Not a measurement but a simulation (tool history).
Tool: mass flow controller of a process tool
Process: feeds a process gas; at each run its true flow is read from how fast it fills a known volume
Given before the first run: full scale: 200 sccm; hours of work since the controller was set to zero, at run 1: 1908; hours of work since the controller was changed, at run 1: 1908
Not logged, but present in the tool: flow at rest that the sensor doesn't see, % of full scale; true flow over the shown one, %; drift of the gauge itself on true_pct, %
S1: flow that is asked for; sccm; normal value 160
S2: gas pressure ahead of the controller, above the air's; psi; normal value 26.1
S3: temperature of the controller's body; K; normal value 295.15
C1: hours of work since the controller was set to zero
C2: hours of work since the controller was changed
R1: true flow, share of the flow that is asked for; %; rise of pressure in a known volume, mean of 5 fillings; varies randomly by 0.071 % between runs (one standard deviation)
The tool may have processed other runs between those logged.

| run | hour | S1 | S2 | S3 | C1 | C2 | R1 |
|---|---|---|---|---|---|---|---|
| 1 | 0 | 160 | 26.1 | 295.15 | 1908 | 1908 | 99.78 |
| 2 | 170.6 | 160 | 26.1 | 295.15 | 2004 | 2004 | 99.8 |
| 3 | 297.7 | 160 | 28.7 | 295.15 | 2074 | 2074 | 99.85 |
| 4 | 450.4 | 160 | 28.7 | 308.15 | 2160 | 2160 | 100.56 |
| 5 | 533.8 | 160 | 22.9 | 308.15 | 2206 | 2206 | 100.7 |
| 6 | 608.1 | 165 | 26.1 | 295.15 | 2248 | 2248 | 100.15 |
| 7 | 747.8 | 165 | 26.1 | 295.15 | 2326 | 2326 | 100.04 |
| 8 | 869.4 | 165 | 26.1 | 295.15 | 2394 | 2394 | 100.22 |
| 9 | 963.5 | 73 | 26.1 | 295.15 | 2446 | 2446 | 99.53 |
| 10 | 1130.4 | 73 | 26.1 | 295.15 | 2539 | 2539 | 99.67 |
| 11 | 1206.2 | 55 | 26.1 | 311.15 | 2582 | 2582 | 100.47 |
| 12 | 1346.1 | 55 | 26.1 | 311.15 | 2660 | 2660 | 100.45 |
| 13 | 1517.7 | 55 | 26.1 | 311.15 | 2755 | 2755 | 100.57 |
| 14 | 1653.5 | 55 | 26.1 | 311.15 | 2831 | 2831 | 100.59 |
| 15 | 1825.5 | 55 | 26.1 | 311.15 | 2927 | 2927 | 100.99 |
| 16 | 1947.6 | 55 | 32.8 | 305.15 | 2995 | 2995 | 100.35 |
| 17 | 2036.2 | 27 | 37.6 | 305.15 | 3045 | 3045 | 100.08 |
| 18 | 2137.3 | 27 | 37.6 | 305.15 | 3101 | 3101 | 100.06 |
| 19 | 2254.5 | 27 | 37.6 | 305.15 | 3167 | 3167 | 100.17 |
| 20 | 2390.5 | 27 | 37.6 | 305.15 | 3243 | 3243 | 100.32 |

Branching from run 20: 4 alternative next runs. What would each branch give?
| A | 2488.7 | 160 | 26.1 | 302.15 | 3297 | 3297 | ? |
| B | 2488.7 | 160 | 26.1 | 305.15 | 3297 | 3297 | ? |
| C | 2488.7 | 26 | 37.6 | 307.15 | 3297 | 3297 | ? |
| D | 2488.7 | 27 | 39.3 | 304.15 | 3297 | 3297 | ? |

| run | R1 |
|---|---|
| A | 101.47 |
| B | 101.7 |
| C | 100.28 |
| D | 100.11 |
Take away the tool's hidden state, keep each run's random variation, and the runs would have read:
| run | R1 |
|---|---|
| A | 100.03 |
| B | 100.25 |
| C | 98.86 |
| D | 98.7 |

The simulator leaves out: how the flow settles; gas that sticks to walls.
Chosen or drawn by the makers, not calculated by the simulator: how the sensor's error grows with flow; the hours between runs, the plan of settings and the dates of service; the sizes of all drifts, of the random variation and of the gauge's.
